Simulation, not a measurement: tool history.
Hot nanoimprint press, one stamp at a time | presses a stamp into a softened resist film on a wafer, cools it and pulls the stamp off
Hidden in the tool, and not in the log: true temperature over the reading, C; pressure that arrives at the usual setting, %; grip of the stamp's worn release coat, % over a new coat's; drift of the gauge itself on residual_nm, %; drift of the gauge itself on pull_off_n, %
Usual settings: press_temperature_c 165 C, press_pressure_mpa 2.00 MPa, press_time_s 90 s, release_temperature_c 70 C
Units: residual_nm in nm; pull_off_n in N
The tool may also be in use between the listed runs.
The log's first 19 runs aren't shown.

| run | day | press_temperature_c | press_pressure_mpa | press_time_s | release_temperature_c | hours of work since the thermocouple was calibrated | imprints on the stamp's release coat | hours of work since the press's seals were changed | residual_nm | pull_off_n |
|---|---|---|---|---|---|---|---|---|---|---|
| 20 | 5.704 | 165 | 1.35 | 158 | 67 | 18 | 1145 | 210 | 113.5 | 258 |
| 21 | 6.054 | 165 | 1.35 | 133 | 67 | 23 | 1173 | 215 | 121.7 | 265 |
| 22 | 6.275 | 162 | 1.30 | 90 | 70 | 26 | 1191 | 218 | 156.6 | 259 |
| 23 | 6.450 | 169 | 1.63 | 161 | 78 | 29 | 1204 | 220 | 89.5 | 231 |
| 24 | 6.621 | 176 | 1.63 | 161 | 78 | 31 | 1218 | 223 | 71.8 | 229 |
| 25 | 6.821 | 176 | 1.63 | 161 | 78 | 34 | 1234 | 226 | 71.9 | 224 |
| 26 | 7.150 | 167 | 1.71 | 116 | 61 | 38 | 1260 | 230 | 107.9 | 301 |
| 27 | 7.521 | 167 | 1.67 | 126 | 60 | 43 | 1289 | 235 | 105.4 | 288 |
| 28 | 7.904 | 167 | 1.67 | 126 | 60 | 49 | 1319 | 240 | 104.8 | 285 |
| 29 | 8.258 | 156 | 2.38 | 118 | 56 | 54 | 1347 | 245 | 133.5 | 303 |
| 30 | 8.458 | 156 | 2.38 | 118 | 56 | 56 | 1363 | 248 | 133.6 | 304 |

3 ways to go on from here, each from the tool as it stands after run 30. What would each give?
| A | 8.796 | 176 | 2.81 | 90 | 70 | 61 | 1390 | 253 | ? | ? |
| B | 8.796 | 156 | 2.20 | 116 | 78 | 61 | 1390 | 253 | ? | ? |
| C | 8.796 | 163 | 2.60 | 90 | 60 | 61 | 1390 | 253 | ? | ? |

| run | residual_nm | pull_off_n |
|---|---|---|
| A | 70.8 | 269 |
| B | 139.2 | 222 |
| C | 112.3 | 290 |
Without the tool's hidden state the same runs would have given:
| run | residual_nm | pull_off_n |
|---|---|---|
| A | 71.2 | 201 |
| B | 140.7 | 166 |
| C | 113.3 | 218 |
